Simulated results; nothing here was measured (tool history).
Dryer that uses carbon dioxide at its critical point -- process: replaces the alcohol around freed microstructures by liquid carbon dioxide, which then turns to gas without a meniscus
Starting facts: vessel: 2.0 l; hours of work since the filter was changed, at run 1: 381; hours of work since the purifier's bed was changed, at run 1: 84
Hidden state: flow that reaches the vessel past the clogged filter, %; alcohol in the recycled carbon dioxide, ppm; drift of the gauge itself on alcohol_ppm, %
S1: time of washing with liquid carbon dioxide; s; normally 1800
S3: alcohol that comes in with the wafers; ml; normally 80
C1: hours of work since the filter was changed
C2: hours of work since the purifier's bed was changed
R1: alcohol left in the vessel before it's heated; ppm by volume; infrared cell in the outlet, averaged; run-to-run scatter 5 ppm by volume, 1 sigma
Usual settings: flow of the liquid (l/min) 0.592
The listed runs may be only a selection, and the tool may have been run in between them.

{"run": 1, "day": 0.0, "S1": 1800, "flow of the liquid (l/min)": 0.592, "S3": 80, "C1": 381, "C2": 84, "R1": 62}
{"run": 2, "day": 0.225, "S1": 1680, "flow of the liquid (l/min)": 0.592, "S3": 80, "C1": 383, "C2": 86, "R1": 77}
{"run": 3, "day": 0.633, "S1": 1800, "flow of the liquid (l/min)": 0.592, "S3": 25, "C1": 386, "C2": 89, "R1": 27}
{"run": 4, "day": 0.888, "S1": 1800, "flow of the liquid (l/min)": 0.592, "S3": 25, "C1": 389, "C2": 91, "R1": 28}
{"run": 5, "day": 1.154, "S1": 1800, "flow of the liquid (l/min)": 0.592, "S3": 80, "C1": 391, "C2": 94, "R1": 63}
{"run": 6, "day": 1.546, "S1": 1800, "flow of the liquid (l/min)": 0.592, "S3": 80, "C1": 394, "C2": 97, "R1": 57}
{"run": 7, "day": 1.75, "S1": 1800, "flow of the liquid (l/min)": 0.472, "S3": 80, "C1": 396, "C2": 99, "R1": 192}
{"run": 8, "day": 2.088, "S1": 1800, "flow of the liquid (l/min)": 0.472, "S3": 80, "C1": 399, "C2": 102, "R1": 202}
{"run": 9, "day": 2.35, "S1": 1800, "flow of the liquid (l/min)": 0.472, "S3": 80, "C1": 401, "C2": 104, "R1": 202}
{"run": 10, "day": 2.683, "S1": 1800, "flow of the liquid (l/min)": 0.472, "S3": 80, "C1": 404, "C2": 107, "R1": 201}
{"run": 11, "day": 3.171, "S1": 1800, "flow of the liquid (l/min)": 0.472, "S3": 80, "C1": 408, "C2": 111, "R1": 209}
{"run": 12, "day": 3.629, "S1": 1800, "flow of the liquid (l/min)": 0.472, "S3": 80, "C1": 412, "C2": 115, "R1": 216}
{"run": 13, "day": 3.971, "S1": 1800, "flow of the liquid (l/min)": 0.472, "S3": 80, "C1": 415, "C2": 118, "R1": 212}
{"run": 14, "day": 4.362, "S1": 1800, "flow of the liquid (l/min)": 0.472, "S3": 31, "C1": 418, "C2": 121, "R1": 91}
{"run": 15, "day": 4.725, "S1": 1800, "flow of the liquid (l/min)": 0.592, "S3": 83, "C1": 421, "C2": 124, "R1": 72}
{"run": 16, "day": 5.017, "S1": 1800, "flow of the liquid (l/min)": 0.592, "S3": 83, "C1": 424, "C2": 127, "R1": 76}
{"run": 17, "day": 5.275, "S1": 1800, "flow of the liquid (l/min)": 0.592, "S3": 80, "C1": 426, "C2": 129, "R1": 69}
{"run": 18, "day": 5.733, "S1": 1800, "flow of the liquid (l/min)": 0.592, "S3": 80, "C1": 430, "C2": 133, "R1": 77}
{"day": 6.225, "done": "inlet filter changed"}
{"run": 19, "day": 6.262, "S1": 2580, "flow of the liquid (l/min)": 0.592, "S3": 80, "C1": 0, "C2": 137, "R1": 24}
{"run": 20, "day": 6.471, "S1": 1800, "flow of the liquid (l/min)": 0.708, "S3": 80, "C1": 2, "C2": 139, "R1": 23}
{"run": 21, "day": 6.804, "S1": 1800, "flow of the liquid (l/min)": 0.708, "S3": 80, "C1": 5, "C2": 141, "R1": 33}
{"run": 22, "day": 7.025, "S1": 1800, "flow of the liquid (l/min)": 0.708, "S3": 80, "C1": 7, "C2": 143, "R1": 30}
{"run": 23, "day": 7.308, "S1": 1620, "flow of the liquid (l/min)": 0.683, "S3": 23, "C1": 9, "C2": 146, "R1": 30}
{"run": 24, "day": 7.767, "S1": 1620, "flow of the liquid (l/min)": 0.683, "S3": 23, "C1": 13, "C2": 150, "R1": 23}
{"run": 25, "day": 8.033, "S1": 1200, "flow of the liquid (l/min)": 0.594, "S3": 23, "C1": 15, "C2": 152, "R1": 95}
{"run": 26, "day": 8.412, "S1": 1200, "flow of the liquid (l/min)": 0.922, "S3": 99, "C1": 19, "C2": 155, "R1": 42}
{"run": 27, "day": 8.617, "S1": 1200, "flow of the liquid (l/min)": 0.922, "S3": 99, "C1": 20, "C2": 157, "R1": 52}
{"run": 28, "day": 9.075, "S1": 1200, "flow of the liquid (l/min)": 0.922, "S3": 99, "C1": 24, "C2": 161, "R1": 53}
{"run": 29, "day": 9.346, "S1": 1800, "flow of the liquid (l/min)": 0.592, "S3": 46, "C1": 27, "C2": 163, "R1": 40}
{"run": 30, "day": 9.808, "S1": 1800, "flow of the liquid (l/min)": 0.592, "S3": 46, "C1": 30, "C2": 167, "R1": 40}
{"run": 31, "day": 10.204, "S1": 1800, "flow of the liquid (l/min)": 0.643, "S3": 43, "C1": 34, "C2": 170, "R1": 32}
{"run": 32, "day": 10.642, "S1": 1200, "flow of the liquid (l/min)": 0.927, "S3": 98, "C1": 38, "C2": 174, "R1": 41}
{"run": 33, "day": 10.988, "S1": 1800, "flow of the liquid (l/min)": 0.592, "S3": 94, "C1": 41, "C2": 177, "R1": 51}
{"run": 34, "day": 11.233, "S1": 1200, "flow of the liquid (l/min)": 0.992, "S3": 109, "C1": 43, "C2": 179, "R1": 39}
{"run": 35, "day": 11.717, "S1": 1200, "flow of the liquid (l/min)": 0.992, "S3": 109, "C1": 47, "C2": 183, "R1": 36}
{"run": 36, "day": 11.929, "S1": 1200, "flow of the liquid (l/min)": 0.992, "S3": 109, "C1": 49, "C2": 185, "R1": 46}
{"run": 37, "day": 12.433, "S1": 1800, "flow of the liquid (l/min)": 0.592, "S3": 73, "C1": 53, "C2": 189, "R1": 49}
{"run": 38, "day": 12.792, "S1": 1800, "flow of the liquid (l/min)": 0.592, "S3": 73, "C1": 56, "C2": 192, "R1": 49}
{"run": 39, "day": 13.258, "S1": 1800, "flow of the liquid (l/min)": 0.592, "S3": 73, "C1": 60, "C2": 196, "R1": 58}
{"run": 40, "day": 13.588, "S1": 1800, "flow of the liquid (l/min)": 0.459, "S3": 49, "C1": 63, "C2": 199, "R1": 98}
{"run": 41, "day": 13.896, "S1": 1800, "flow of the liquid (l/min)": 0.437, "S3": 77, "C1": 65, "C2": 202, "R1": 189}
{"run": 42, "day": 14.254, "S1": 2040, "flow of the liquid (l/min)": 0.539, "S3": 29, "C1": 68, "C2": 205, "R1": 33}
{"run": 43, "day": 14.529, "S1": 1920, "flow of the liquid (l/min)": 0.638, "S3": 82, "C1": 71, "C2": 207, "R1": 38}

Each row is a separate what-if for the run after 43, all from the same tool condition, not one after another. Results?
{"run": "A", "day": 14.825, "S1": 1800, "flow of the liquid (l/min)": 0.613, "S3": 35, "C1": 73, "C2": 210, "R1": "?"}
{"run": "B", "day": 14.825, "S1": 1620, "flow of the liquid (l/min)": 0.514, "S3": 76, "C1": 73, "C2": 210, "R1": "?"}
{"run": "C", "day": 14.825, "S1": 2160, "flow of the liquid (l/min)": 0.815, "S3": 71, "C1": 73, "C2": 210, "R1": "?"}
{"run": "D", "day": 14.825, "S1": 1920, "flow of the liquid (l/min)": 0.519, "S3": 82, "C1": 73, "C2": 210, "R1": "?"}

run=A R1=33
run=B R1=143
run=C R1=33
run=D R1=77
Without the tool's hidden state the same runs would have given:
run=A R1=4
run=B R1=103
run=C R1=6
run=D R1=45

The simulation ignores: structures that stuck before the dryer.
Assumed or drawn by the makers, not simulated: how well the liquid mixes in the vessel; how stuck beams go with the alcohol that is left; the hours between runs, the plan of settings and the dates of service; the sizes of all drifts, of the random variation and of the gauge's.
